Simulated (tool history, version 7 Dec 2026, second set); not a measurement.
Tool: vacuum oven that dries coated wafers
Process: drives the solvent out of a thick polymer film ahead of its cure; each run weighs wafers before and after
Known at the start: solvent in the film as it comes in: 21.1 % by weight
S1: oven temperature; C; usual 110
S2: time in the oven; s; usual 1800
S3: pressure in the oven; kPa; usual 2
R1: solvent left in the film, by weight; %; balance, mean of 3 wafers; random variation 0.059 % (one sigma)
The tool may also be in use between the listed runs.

run     day   S1    S2    S3    R1
  1       0  110  1800     2  3.08
  2   1.442  110  1920     2  2.97
  3   2.717  110  1800     2  3.09
  4   3.975  110  1800     2  3.19
  5   5.375  110  1800  1.01  2.49
  6   6.108  110  1800  1.01  2.55
  7   7.429  110  1800  1.01  2.46
  8   8.658  110  1800     2   3.3
  9   9.304  110  1800  2.53  3.52
 10  10.358  110  1800  2.53  3.59
 11  11.075  110  1800  2.64  3.68
 12  11.804  110  1800  6.24  6.24
 13  13.033  110  2340     2  2.51
 14  13.704  110  2340     2  2.44
 15  14.429  110  2340     2  2.41
 16  15.308  110  1380     2   4.4
 17  16.658  110  1800     2  3.26
 18  17.604   96  1800     2  8.15
 19  18.679   96  1800     2  8.31
 20  19.458   96  1800     2  7.99
 21  20.888   96  1800     2  8.22
 22   21.55   96  1800     2  8.18
 23  22.479  122  2100     2  1.25
 24  23.279  122  2100     2  1.26
 25  24.375  122  2100     2   1.3
 26  25.317  122  2100     2  1.23
 27  25.917  124  1020  6.82  4.35
 28  27.004  104  1560  1.38  5.45
 29  28.362  104  1560  1.38  5.49
 30  29.438   99  1620  4.18  9.38
 31  30.646   99  1620  3.02   8.4
 32  31.846   99  1620  3.02  8.46
 33  32.575   99  1620  3.02  8.56
 34  33.679   99  1620  3.02  8.66
 35  34.317   99  1620  2.58  8.18
 36  35.258   96  2580  1.28  5.63
 37  36.667  100  1080  1.22  9.02
 38  37.267  116  2340  5.35  3.79
 39  37.962  102  1080  1.45  8.49
 40  39.204  111  2640   3.9  3.53
 41  40.012  111  2640   3.9  3.55
 42  40.925  103  1200  2.76   8.4
 43  42.221  108   960  2.44   7.6

Forecast each of these 4 alternatives for the next run:
  A  42.904   96   960  1.15   ?
  B  42.904  115  1380  4.94   ?
  C  42.904   99  1800  1.11   ?
  D  42.904  108   960  7.84   ?

run     R1
  A  11.13
  B   4.92
  C   6.51
  D  10.73
Without the tool's hidden state the same runs would have given:
run     R1
  A  10.67
  B   4.52
  C   5.96
  D  10.23
